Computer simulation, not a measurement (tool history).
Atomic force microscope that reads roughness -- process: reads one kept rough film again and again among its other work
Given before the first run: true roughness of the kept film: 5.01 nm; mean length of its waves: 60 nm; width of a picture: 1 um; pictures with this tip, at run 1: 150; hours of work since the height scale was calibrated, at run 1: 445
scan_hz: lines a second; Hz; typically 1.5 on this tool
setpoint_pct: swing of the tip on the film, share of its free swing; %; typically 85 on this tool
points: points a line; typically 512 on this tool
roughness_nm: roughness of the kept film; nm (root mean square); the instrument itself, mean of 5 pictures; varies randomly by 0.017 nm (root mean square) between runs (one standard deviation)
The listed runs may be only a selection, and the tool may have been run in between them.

run   hour  scan_hz  setpoint_pct  points  pictures with this tip  hours of work since the height scale was calibrated  roughness_nm
  1      0      1.5            85     512                     150                                                  445          3.73
  2   22.5      1.5            85     512                     183                                                  460         3.685
      51.6  -- new tip fitted
  3   54.5      1.5            85     512                       4                                                  482         4.041
  4   76.8      1.5            56     512                      36                                                  497         4.582
  5  104.6      1.5            56     512                      76                                                  516         4.496
  6  135.8      1.5            85     512                     121                                                  538         3.776
  7    160      1.5            85     512                     156                                                  554         3.747
  8  188.2      1.5            85     512                     197                                                  573         3.645
  9  204.3      1.5            85     512                     220                                                  584         3.636
     208.1  -- new tip fitted
 10  235.2      1.5            85     512                      39                                                  605         3.944
 11  259.6      1.5            85     512                      74                                                  622         3.878
 12  291.2      1.5            85     512                     119                                                  644         3.784
 13  308.5      1.5            85     512                     144                                                  655          3.72
 14  334.6      1.5            85     512                     182                                                  673         3.687
     363.5  -- new tip fitted
 15  363.5      1.5            85     323                       0                                                  693         4.033
 16  381.7      1.5            85     323                      26                                                  705         3.994
 17  416.5      1.5            85     323                      76                                                  729         3.872
 18  447.3      1.5            85     512                     121                                                  750         3.807
 19  472.6      1.5            85     512                     157                                                  768         3.745
 20  492.9      1.5            82     512                     186                                                  781         3.752
 21  507.7     1.61            85     512                     208                                                  792           3.6
     520.8  -- new tip fitted
 22  522.4     1.61            85     512                       2                                                  801         3.989
 23  545.1     1.61            85     512                      35                                                  817           3.9
 24  576.3      1.5            85     512                      80                                                  838         3.892
 25  609.2      1.5            85     581                     127                                                  861         3.781
 26  639.9     0.64            85     581                     171                                                  882         4.078
 27  662.4     0.64            85     581                     204                                                  897         4.018
     676.4  -- new tip fitted
 28  686.8     0.88            85     581                      15                                                  914         4.293
 29  701.6     2.92            85     512                      36                                                  924         3.429
 30  722.9     0.61            85     512                      67                                                  938         4.324
 31  747.6     0.61            85     512                     103                                                  955         4.252
 32  772.1     1.22            78     276                     138                                                  972         4.047
 33  797.5     1.54            74     301                     175                                                  989         3.952
 34  816.9     1.54            74     899                     203                                                 1003         3.891
     832.2  -- new tip fitted
 35  833.2     3.57            74     290                       1                                                 1013         3.797
 36  861.6     3.57            74     290                      42                                                 1033         3.715

Run 37 is up next; what results do you expect?
 37  889.8      1.5            67     408                      83                                                 1052             ?

roughness_nm: 4.303 nm (root mean square)
On a tool with no hidden condition, and with the same random variation, this run would have come out at roughness_nm 4.481 nm (root mean square).
